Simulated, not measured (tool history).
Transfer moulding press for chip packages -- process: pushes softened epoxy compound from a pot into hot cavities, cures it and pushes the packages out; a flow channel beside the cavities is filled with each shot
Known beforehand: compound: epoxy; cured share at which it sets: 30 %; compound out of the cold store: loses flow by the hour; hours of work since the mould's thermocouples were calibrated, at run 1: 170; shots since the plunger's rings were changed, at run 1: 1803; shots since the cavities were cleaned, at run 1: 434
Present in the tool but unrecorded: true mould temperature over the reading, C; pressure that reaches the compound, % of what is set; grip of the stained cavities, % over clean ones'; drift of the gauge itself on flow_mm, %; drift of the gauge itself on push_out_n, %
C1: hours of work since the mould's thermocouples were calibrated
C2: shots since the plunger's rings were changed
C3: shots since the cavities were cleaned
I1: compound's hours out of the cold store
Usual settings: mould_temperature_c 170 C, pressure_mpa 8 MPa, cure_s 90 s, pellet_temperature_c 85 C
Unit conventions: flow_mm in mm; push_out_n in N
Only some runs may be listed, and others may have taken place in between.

Run 1, hour 0: usual settings; C1 170; C2 1803; C3 434; I1 33.8. Result: flow_mm 651 mm, push_out_n 377 N.
Run 2, hour 21.8: usual settings; C1 187; C2 2154; C3 785; I1 46.8. Result: flow_mm 606 mm, push_out_n 386 N.
At hour 32.1: cavities cleaned with cleaning compound and waxed.
Run 3, hour 40: usual settings; C1 200; C2 2425; C3 129; I1 21.7. Result: flow_mm 672 mm, push_out_n 298 N.
Run 4, hour 59.1: usual settings; C1 214; C2 2732; C3 436; I1 28.8. Result: flow_mm 646 mm, push_out_n 354 N.
Run 5, hour 79.4: usual settings; C1 230; C2 3059; C3 763; I1 38.6. Result: flow_mm 620 mm, push_out_n 389 N.
At hour 91.4: cavities cleaned with cleaning compound and waxed.
Run 6, hour 101.6: usual settings but pressure_mpa 9.46 MPa; C1 245; C2 3392; C3 164; I1 41.2. Result: flow_mm 667 mm, push_out_n 296 N.
Run 7, hour 128.2: usual settings but pressure_mpa 9.46 MPa; C1 265; C2 3822; C3 594; I1 46.8. Result: flow_mm 640 mm, push_out_n 378 N.
At hour 150.6: cavities cleaned with cleaning compound and waxed.
Run 8, hour 154.6: usual settings but mould_temperature_c 165 C; C1 284; C2 4223; C3 65; I1 18.9. Result: flow_mm 683 mm, push_out_n 352 N.
Run 9, hour 173.7: usual settings but mould_temperature_c 165 C; C1 299; C2 4530; C3 372; I1 20.2. Result: flow_mm 671 mm, push_out_n 435 N.
Run 10, hour 198.9: usual settings but mould_temperature_c 164 C; C1 318; C2 4936; C3 778; I1 24.5. Result: flow_mm 645 mm, push_out_n 534 N.
At hour 210.5: cavities cleaned with cleaning compound and waxed.
Run 11, hour 219.1: usual settings; C1 332; C2 5239; C3 139; I1 20.2. Result: flow_mm 640 mm, push_out_n 305 N.
Run 12, hour 234: usual settings; C1 343; C2 5478; C3 378; I1 17.1. Result: flow_mm 656 mm, push_out_n 354 N.
Run 13, hour 258.5: usual settings but mould_temperature_c 173 C; C1 362; C2 5873; C3 773; I1 16. Result: flow_mm 646 mm, push_out_n 372 N.
At hour 267.2: plunger's sealing rings changed.
At hour 273.1: cavities cleaned with cleaning compound and waxed.
Run 14, hour 289.6: usual settings; C1 382; C2 336; C3 266; I1 10.9. Result: flow_mm 723 mm, push_out_n 340 N.
Run 15, hour 309.7: usual settings but mould_temperature_c 175 C, pressure_mpa 8.31 MPa, cure_s 110 s, pellet_temperature_c 79 C; C1 398; C2 660; C3 590; I1 20.4. Result: flow_mm 695 mm, push_out_n 341 N.
At hour 332.5: cavities cleaned with cleaning compound and waxed.
Run 16, hour 335: usual settings but mould_temperature_c 169 C, pressure_mpa 6.11 MPa, cure_s 114 s, pellet_temperature_c 79 C; C1 416; C2 1043; C3 39; I1 18.5. Result: flow_mm 603 mm, push_out_n 237 N.
Run 17, hour 350.3: usual settings but cure_s 94 s; C1 427; C2 1291; C3 287; I1 15.6. Result: flow_mm 698 mm, push_out_n 324 N.
Run 18, hour 367.9: usual settings but mould_temperature_c 163 C, cure_s 102 s; C1 440; C2 1574; C3 570; I1 33.9. Result: flow_mm 663 mm, push_out_n 429 N.
Run 19, hour 388.5: usual settings but mould_temperature_c 163 C, cure_s 102 s, pellet_temperature_c 76 C; C1 456; C2 1906; C3 902; I1 25.7. Result: flow_mm 675 mm, push_out_n 453 N.
At hour 391.5: cavities cleaned with cleaning compound and waxed.
Run 20, hour 404.9: usual settings; C1 467; C2 2147; C3 217; I1 39.3. Result: flow_mm 623 mm, push_out_n 316 N.
Run 21, hour 432.4: usual settings; C1 488; C2 2590; C3 660; I1 20. Result: flow_mm 678 mm, push_out_n 405 N.
Run 22, hour 444.8: usual settings but pressure_mpa 7.12 MPa, cure_s 114 s, pellet_temperature_c 94 C; C1 498; C2 2790; C3 860; I1 16.1. Result: flow_mm 650 mm, push_out_n 353 N.
At hour 451: cavities cleaned with cleaning compound and waxed.
Run 23, hour 472.2: usual settings but cure_s 71 s; C1 517; C2 3207; C3 341; I1 26.4. Result: flow_mm 661 mm, push_out_n 491 N.
Run 24, hour 497.6: usual settings but mould_temperature_c 174 C, pressure_mpa 9.42 MPa; C1 537; C2 3617; C3 751; I1 25.2. Result: flow_mm 699 mm, push_out_n 357 N.
At hour 509.3: cavities cleaned with cleaning compound and waxed.
Run 25, hour 521.2: usual settings but mould_temperature_c 168 C, pressure_mpa 9.42 MPa, cure_s 105 s; C1 553; C2 3973; C3 192; I1 34.4. Result: flow_mm 683 mm, push_out_n 288 N.
Run 26, hour 544.7: usual settings but mould_temperature_c 164 C, pressure_mpa 6.05 MPa, cure_s 79 s, pellet_temperature_c 80 C; C1 571; C2 4352; C3 571; I1 42.3. Result: flow_mm 536 mm, push_out_n 654 N.
At hour 568.5: cavities cleaned with cleaning compound and waxed.
Run 27, hour 574.2: usual settings but mould_temperature_c 164 C, pressure_mpa 6.05 MPa, cure_s 79 s, pellet_temperature_c 80 C; C1 592; C2 4803; C3 92; I1 39.1. Result: flow_mm 538 mm, push_out_n 451 N.

Consider 4 possible next runs. They are alternatives, not a sequence: every one starts from the tool as it was left by run 27. What does each give?
Run A, hour 597.4: usual settings but pellet_temperature_c 79 C; C1 610; C2 5178; C3 467; I1 21.5. Result: flow_mm ?, push_out_n ?.
Run B, hour 597.4: usual settings but mould_temperature_c 164 C, pressure_mpa 6.05 MPa, cure_s 86 s, pellet_temperature_c 80 C; C1 610; C2 5178; C3 467; I1 37.5. Result: flow_mm ?, push_out_n ?.
Run C, hour 597.4: usual settings but mould_temperature_c 166 C, pressure_mpa 7.88 MPa, cure_s 83 s, pellet_temperature_c 80 C; C1 610; C2 5178; C3 467; I1 35.1. Result: flow_mm ?, push_out_n ?.
Run D, hour 597.4: usual settings but pressure_mpa 8.83 MPa, pellet_temperature_c 87 C; C1 610; C2 5178; C3 467; I1 31.2. Result: flow_mm ?, push_out_n ?.

run  flow_mm  push_out_n
  A      631         352
  B      530         502
  C      615         502
  D      653         352
Without the tool's hidden state the same runs would have given:
run  flow_mm  push_out_n
  A      689         238
  B      579         356
  C      671         355
  D      711         235
